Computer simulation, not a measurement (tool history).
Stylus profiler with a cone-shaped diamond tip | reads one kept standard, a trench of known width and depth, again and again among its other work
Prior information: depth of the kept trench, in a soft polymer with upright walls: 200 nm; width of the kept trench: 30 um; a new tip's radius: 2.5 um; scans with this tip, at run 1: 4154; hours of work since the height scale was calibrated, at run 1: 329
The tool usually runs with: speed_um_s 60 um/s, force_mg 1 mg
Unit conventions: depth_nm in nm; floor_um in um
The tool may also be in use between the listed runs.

run	day	speed_um_s	force_mg	scans with this tip	hours of work since the height scale was calibrated	depth_nm	floor_um
1	0	60	1	4154	329	201.2	27.59
2	4.842	60	1	5121	405	201.28	27.48
3	7.308	60	1	5614	444	201.19	27.49
4	11.604	86	1	6473	512	201.4	27.31
5	14.192	86	1	6989	553	201.18	27.32
6	16.921	95	1	7535	596	201.31	27.17
# day 17.433: height scale calibrated on a step standard
7	19.925	95	1	8131	39	201.39	27.12
8	22.129	60	0.6	8571	74	201.11	27.23
9	25.667	60	0.6	9277	130	201.21	27.18
10	29.588	60	0.6	10061	192	201.19	27.09
11	32.288	61	1	10600	235	201.58	27.16
12	35.621	25	1	11267	288	201.53	27.21
13	38.638	25	1	11869	335	201.54	27.2
14	42.908	25	1	12722	403	201.61	27.15
15	46.238	22	0.58	13388	455	201.48	27.07
# day 48.1: height scale calibrated on a step standard, once more
16	48.479	138	0.67	13831	6	200.81	26.49
17	52.733	66	0.67	14681	73	200.75	26.84
18	55.492	21	1.08	15232	117	200.9	27.07
19	57.879	26	1.89	15709	155	201.43	27.09

Alternative continuations, all from the tool just after run 19; predict every row:
A	61.554	65	0.49	16443	213	?	?
B	61.554	43	1	16443	213	?	?
C	61.554	26	0.75	16443	213	?	?
D	61.554	176	0.5	16443	213	?	?
E	61.554	111	1.18	16443	213	?	?

run	depth_nm	floor_um
A	200.74	26.68
B	200.9	26.85
C	200.82	26.93
D	200.58	26.02
E	201.16	26.64
With the hidden condition removed and each run's random variation left untouched, the same runs would have given:
run	depth_nm	floor_um
A	200.61	27.66
B	200.78	27.83
C	200.7	27.91
D	200.45	27
E	201.03	27.62

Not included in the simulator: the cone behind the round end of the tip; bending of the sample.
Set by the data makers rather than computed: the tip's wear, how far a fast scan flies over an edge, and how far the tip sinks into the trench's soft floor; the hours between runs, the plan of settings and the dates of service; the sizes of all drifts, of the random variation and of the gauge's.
